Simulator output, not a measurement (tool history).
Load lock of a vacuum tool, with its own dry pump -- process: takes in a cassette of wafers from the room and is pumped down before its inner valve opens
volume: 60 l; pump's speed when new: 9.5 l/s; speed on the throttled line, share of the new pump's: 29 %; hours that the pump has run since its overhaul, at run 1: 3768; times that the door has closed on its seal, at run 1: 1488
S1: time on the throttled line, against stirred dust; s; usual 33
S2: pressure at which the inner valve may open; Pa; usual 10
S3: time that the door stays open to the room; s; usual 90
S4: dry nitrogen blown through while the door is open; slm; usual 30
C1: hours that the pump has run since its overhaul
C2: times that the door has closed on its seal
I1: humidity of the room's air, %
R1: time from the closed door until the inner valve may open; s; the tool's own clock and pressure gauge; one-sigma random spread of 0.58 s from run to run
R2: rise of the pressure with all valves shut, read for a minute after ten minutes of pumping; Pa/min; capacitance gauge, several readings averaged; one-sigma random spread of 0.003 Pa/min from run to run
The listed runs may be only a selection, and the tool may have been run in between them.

run,day,S1,S2,S3,S4,C1,C2,I1,R1,R2
1,0,33,10,90,30,3768,1488,46.8,85.5,0.014
2,8.229,33,10,90,30,3966,1707,45.8,86,0.014
3,16.542,33,10,90,30,4166,1929,47.9,86.7,0.013
4,23.788,33,10,58,30,4339,2122,41.7,86.6,0.011
5,33.088,33,10,58,30,4563,2369,48,86.8,0.014
6,36.992,33,10,58,30,4656,2474,47.4,87.7,0.013
7,40.892,33,10,90,30,4750,2577,45.4,86.6,0.015
8,49.996,33,19,90,30,4968,2820,47.5,82,0.015
9,58.092,33,19,57,30,5163,3035,45.7,82.3,0.017
10,66.579,33,10,90,30,5366,3261,44.9,87.8,0.025
11,74.942,33,10,90,30,5567,3484,43.5,87.7,0.016
12,82.096,33,10,90,30,5739,3675,45.7,88.1,0.021
13,89.842,33,10,90,30,5925,3881,48.9,88.4,0.021
14,98.879,33,10,100,30,6142,4122,44.5,89.2,0.021
15,104.388,33,10,90,30,6274,4268,48,88.8,0.013
16,110.917,33,10,30,30,6430,4442,43.4,88.7,0.013
17,119.133,33,10,90,30,6628,4661,42.8,88.6,0.02
18,125.004,33,10,90,30,6769,4817,41.8,89.7,0.019
19,133.133,33,10,90,30,6964,5034,48.4,88.6,0.019
20,139.929,24,8,106,36,7127,5215,45.5,85.8,0.02
21,146.929,24,10,120,36,7295,5401,44.6,84.1,0.019
22,151.425,58,8,120,36,7403,5521,42.2,108,0.02
23,157.046,52,15,120,36,7538,5670,42.3,99.5,0.024
24,163.542,24,10,90,8,7694,5844,47.1,85.4,0.036
25,171.704,33,10,88,10,7889,6061,47.1,91.5,0.034
26,179.358,33,15,54,10,8073,6265,47.1,88.9,0.03
27,187.638,17,17,29,6,8272,6485,47.1,78.4,0.031
28,195.25,17,17,29,6,8454,6688,45.8,77.7,0.032
29,203.254,17,8,207,6,8647,6901,48.1,83.8,0.059
30,207.404,33,10,82,6,8746,7012,48.5,93.5,0.036
31,212.35,33,16,90,30,8865,7143,43.4,88.6,0.027
32,218.929,33,16,90,30,9023,7318,44.6,89.8,0.027
33,226.742,29,16,41,30,9210,7527,43.5,87.5,0.025
34,231.858,32,7,36,30,9333,7663,42,96,0.024
35,235.938,33,10,90,19,9431,7771,45.4,92.6,0.035
36,244.233,33,12,52,37,9630,7992,44.3,92.5,0.029
37,251.733,38,16,90,20,9810,8192,45.1,93.9,0.027

A few steps of R1 between consecutive runs. Split each: what settings, incoming material and random variation would produce without the hidden state, and what is left over for the hidden state, along with gauge scatter present in only one of the two compared results (measured, and without hidden state):
The hidden state here: pump's speed, % of a new pump's; leak at the door's seal, Pa l/s; drift of the gauge itself on ready_s, %; drift of the gauge itself on rise_pa_min, %.
Run 21 -> 22: S1 24 -> 58, S2 10 -> 8. R1 +23.9 s: hidden state -1.5, all else +25.4.
Run 23 -> 24: S1 52 -> 24, S2 15 -> 10, S3 120 -> 90, S4 36 -> 8. R1 -14.1 s: hidden state +2.3, all else -16.4.
Run 26 -> 27: S1 33 -> 17, S2 15 -> 17, S3 54 -> 29, S4 10 -> 6. R1 -10.5 s: hidden state +1.2, all else -11.7.
Run 33 -> 34: S1 29 -> 32, S2 16 -> 7, S3 41 -> 36. R1 +8.5 s: hidden state +1.5, all else +7.

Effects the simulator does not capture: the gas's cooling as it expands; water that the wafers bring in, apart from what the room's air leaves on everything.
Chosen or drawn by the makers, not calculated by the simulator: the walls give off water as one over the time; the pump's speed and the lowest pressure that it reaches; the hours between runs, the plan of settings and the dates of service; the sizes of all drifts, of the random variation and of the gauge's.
